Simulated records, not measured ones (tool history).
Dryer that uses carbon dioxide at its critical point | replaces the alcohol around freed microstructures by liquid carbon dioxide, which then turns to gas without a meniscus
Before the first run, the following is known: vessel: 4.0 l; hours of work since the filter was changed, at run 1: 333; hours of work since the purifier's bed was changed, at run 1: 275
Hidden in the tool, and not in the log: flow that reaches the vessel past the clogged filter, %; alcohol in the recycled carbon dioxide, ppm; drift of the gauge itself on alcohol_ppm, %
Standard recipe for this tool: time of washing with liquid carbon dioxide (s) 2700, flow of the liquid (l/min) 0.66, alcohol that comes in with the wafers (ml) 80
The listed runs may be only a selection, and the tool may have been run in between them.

run  hour  time of washing with liquid carbon dioxide (s)  flow of the liquid (l/min)  alcohol that comes in with the wafers (ml)  hours of work since the filter was changed  hours of work since the purifier's bed was changed  alcohol left in the vessel before it's heated (ppm by volume)
  1     0                                            2700                        0.66                                          80                                         333                                                 275                                                            150
  2   5.7                                            2160                        0.66                                          80                                         337                                                 280                                                            364
  3  12.1                                            2160                        0.66                                          80                                         342                                                 285                                                            373
  4  16.2                                            2160                        0.66                                          80                                         346                                                 288                                                            379
  5  21.6                                            2700                        0.66                                          80                                         350                                                 292                                                            156
  6  27.3                                            2700                        0.66                                          80                                         354                                                 297                                                            156
  7  32.6                                            2700                        0.66                                          80                                         358                                                 301                                                            148
  8  40.5                                            2700                        0.66                                          80                                         365                                                 307                                                            156
  9  46.4                                            2700                       0.666                                          50                                         369                                                 312                                                            109
 10  50.4                                            2340                       0.476                                          43                                         372                                                 315                                                            481
 11    57                                            2340                       0.408                                          80                                         378                                                 320                                                           1339
 12  64.5                                            2700                       0.489                                         117                                         384                                                 326                                                            690
 13  69.3                                            2700                       0.927                                          59                                         387                                                 330                                                             55
 14  75.9                                            2700                       0.927                                          59                                         392                                                 335                                                             40
 15  82.2                                            2520                        0.63                                          57                                         397                                                 340                                                            194
 16  86.6                                            2520                        0.63                                          57                                         401                                                 343                                                            188

5 options for the next run, each taken on its own from the tool as it stands now. Forecast them:
  A  90.6                                            2520                       0.417                                          42                                         404                                                 347                                                              ?
  B  90.6                                            2520                       0.695                                          80                                         404                                                 347                                                              ?
  C  90.6                                            3660                        0.63                                          33                                         404                                                 347                                                              ?
  D  90.6                                            2040                        0.63                                          57                                         404                                                 347                                                              ?
  E  90.6                                            3600                       0.661                                          80                                         404                                                 347                                                              ?

run  alcohol left in the vessel before it's heated (ppm by volume)
  A                                                            551
  B                                                            171
  C                                                             50
  D                                                            401
  E                                                             57
Take away the tool's hidden state, keep each run's random variation, and the runs would have read:
run  alcohol left in the vessel before it's heated (ppm by volume)
  A                                                            454
  B                                                            113
  C                                                             18
  D                                                            315
  E                                                             22
